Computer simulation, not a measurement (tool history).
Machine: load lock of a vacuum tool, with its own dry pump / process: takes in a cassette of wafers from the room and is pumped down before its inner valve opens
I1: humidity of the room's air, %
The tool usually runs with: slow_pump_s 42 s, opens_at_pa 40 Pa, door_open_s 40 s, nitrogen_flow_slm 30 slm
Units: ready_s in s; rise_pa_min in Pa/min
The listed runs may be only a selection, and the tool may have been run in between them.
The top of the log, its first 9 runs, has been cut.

run 10 day=54.421 | slow_pump_s=42 opens_at_pa=40 door_open_s=46 nitrogen_flow_slm=30 | I1=48.6 | ready_s=73.3 rise_pa_min=0.056
run 11 day=59.862 | slow_pump_s=42 opens_at_pa=40 door_open_s=40 nitrogen_flow_slm=30 | I1=43.1 | ready_s=73.3 rise_pa_min=0.049
run 12 day=67.262 | slow_pump_s=42 opens_at_pa=40 door_open_s=40 nitrogen_flow_slm=30 | I1=44.6 | ready_s=73.4 rise_pa_min=0.053
run 13 day=72.004 | slow_pump_s=42 opens_at_pa=40 door_open_s=40 nitrogen_flow_slm=30 | I1=43.5 | ready_s=73.5 rise_pa_min=0.051
run 14 day=77.992 | slow_pump_s=42 opens_at_pa=40 door_open_s=40 nitrogen_flow_slm=30 | I1=43.5 | ready_s=73.4 rise_pa_min=0.052
run 15 day=83.529 | slow_pump_s=42 opens_at_pa=40 door_open_s=132 nitrogen_flow_slm=30 | I1=46 | ready_s=73.6 rise_pa_min=0.068
run 16 day=90.367 | slow_pump_s=82 opens_at_pa=40 door_open_s=132 nitrogen_flow_slm=30 | I1=46.1 | ready_s=108.7 rise_pa_min=0.068
run 17 day=93.554 | slow_pump_s=42 opens_at_pa=40 door_open_s=40 nitrogen_flow_slm=30 | I1=43.3 | ready_s=74.7 rise_pa_min=0.057
run 18 day=100.238 | slow_pump_s=42 opens_at_pa=40 door_open_s=40 nitrogen_flow_slm=30 | I1=43.3 | ready_s=73.9 rise_pa_min=0.059

Run 19 is up next; what results do you expect?
run 19 day=104.933 | slow_pump_s=26 opens_at_pa=40 door_open_s=40 nitrogen_flow_slm=16 | I1=43.7 | ready_s=? rise_pa_min=?

{"run 19": {"ready_s": 60.5, "rise_pa_min": 0.068}}
Take away the tool's hidden state, keep the run-to-run variation as it was, and the same run would have given ready_s 57.2 s, rise_pa_min 0.015 Pa/min.
